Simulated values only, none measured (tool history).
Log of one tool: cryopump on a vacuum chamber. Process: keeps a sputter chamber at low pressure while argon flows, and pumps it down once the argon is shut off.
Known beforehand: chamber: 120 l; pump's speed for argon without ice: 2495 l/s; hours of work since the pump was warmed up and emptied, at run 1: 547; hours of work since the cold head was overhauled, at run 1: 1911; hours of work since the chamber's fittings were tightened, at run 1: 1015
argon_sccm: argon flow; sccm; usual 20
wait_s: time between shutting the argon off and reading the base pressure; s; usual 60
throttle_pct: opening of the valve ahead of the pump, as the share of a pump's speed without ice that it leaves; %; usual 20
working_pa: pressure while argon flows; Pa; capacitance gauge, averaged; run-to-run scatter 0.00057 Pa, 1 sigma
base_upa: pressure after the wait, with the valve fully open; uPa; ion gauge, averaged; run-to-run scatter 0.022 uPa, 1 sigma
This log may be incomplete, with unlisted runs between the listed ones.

| run | hour | argon_sccm | wait_s | throttle_pct | hours of work since the pump was warmed up and emptied | hours of work since the cold head was overhauled | hours of work since the chamber's fittings were tightened | working_pa | base_upa |
|---|---|---|---|---|---|---|---|---|---|
| 1 | 0.0 | 20 | 60 | 20 | 547 | 1911 | 1015 | 0.0709 | 1.92 |
|  | 71.6 | pump warmed up, emptied and cooled again |
| 2 | 132.3 | 20 | 60 | 20 | 46 | 2008 | 1111 | 0.0670 | 1.77 |
|  | 231.6 | leaking fittings of the chamber tightened, without venting |
| 3 | 261.1 | 20 | 60 | 20 | 143 | 2105 | 23 | 0.0681 | 0.64 |
| 4 | 349.2 | 20 | 60 | 20 | 210 | 2172 | 90 | 0.0682 | 0.69 |
| 5 | 439.6 | 20 | 60 | 20 | 279 | 2241 | 158 | 0.0696 | 0.78 |
| 6 | 533.0 | 20 | 60 | 20 | 350 | 2312 | 230 | 0.0704 | 0.86 |
| 7 | 600.5 | 20 | 60 | 20 | 401 | 2363 | 281 | 0.0708 | 0.93 |
| 8 | 662.5 | 20 | 60 | 20 | 448 | 2411 | 328 | 0.0709 | 1.06 |
| 9 | 752.2 | 20 | 60 | 20 | 517 | 2479 | 396 | 0.0720 | 1.13 |
| 10 | 807.9 | 20 | 60 | 20 | 559 | 2521 | 439 | 0.0725 | 1.22 |
|  | 862.1 | pump warmed up, emptied and cooled again |
| 11 | 904.0 | 20 | 60 | 20 | 32 | 2591 | 508 | 0.0686 | 1.15 |
| 12 | 1001.8 | 20 | 60 | 20 | 106 | 2665 | 583 | 0.0689 | 1.20 |
| 13 | 1069.6 | 20 | 60 | 20 | 158 | 2717 | 634 | 0.0695 | 1.29 |
| 14 | 1191.5 | 20 | 60 | 20 | 251 | 2809 | 727 | 0.0695 | 1.45 |
| 15 | 1307.4 | 20 | 60 | 20 | 339 | 2898 | 815 | 0.0700 | 1.59 |
| 16 | 1361.8 | 20 | 60 | 20 | 380 | 2939 | 857 | 0.0711 | 1.61 |
| 17 | 1435.5 | 20 | 60 | 20 | 437 | 2995 | 913 | 0.0714 | 1.76 |
| 18 | 1518.6 | 21 | 60 | 20 | 500 | 3059 | 976 | 0.0736 | 1.83 |
| 19 | 1615.3 | 20 | 35 | 21 | 573 | 3132 | 1050 | 0.0685 | 2.48 |
|  | 1655.4 | pump warmed up, emptied and cooled again |
| 20 | 1684.9 | 29 | 35 | 19 | 22 | 3181 | 1099 | 0.1043 | 2.07 |
|  | 1800.8 | leaking fittings of the chamber tightened, without venting |
| 21 | 1814.1 | 21 | 108 | 22 | 119 | 3278 | 10 | 0.0671 | 0.41 |
| 22 | 1904.8 | 13 | 67 | 22 | 188 | 3347 | 79 | 0.0416 | 0.67 |
| 23 | 2013.9 | 13 | 67 | 22 | 271 | 3430 | 162 | 0.0407 | 0.70 |
| 24 | 2136.6 | 27 | 67 | 22 | 365 | 3524 | 256 | 0.0862 | 0.90 |
| 25 | 2208.6 | 26 | 178 | 53 | 420 | 3579 | 311 | 0.0374 | 0.68 |
| 26 | 2316.1 | 15 | 29 | 17 | 502 | 3660 | 392 | 0.0626 | 1.66 |

Run 27 comes next. What will it give?
| 27 | 2419.6 | 15 | 125 | 15 | 580 | 3739 | 471 | ? | ? |

working_pa: 0.0720 Pa
base_upa: 1.00 uPa
Were there no unlogged condition in the tool, this run, its random variation unchanged, would have produced working_pa 0.0686 Pa, base_upa 0.30 uPa.

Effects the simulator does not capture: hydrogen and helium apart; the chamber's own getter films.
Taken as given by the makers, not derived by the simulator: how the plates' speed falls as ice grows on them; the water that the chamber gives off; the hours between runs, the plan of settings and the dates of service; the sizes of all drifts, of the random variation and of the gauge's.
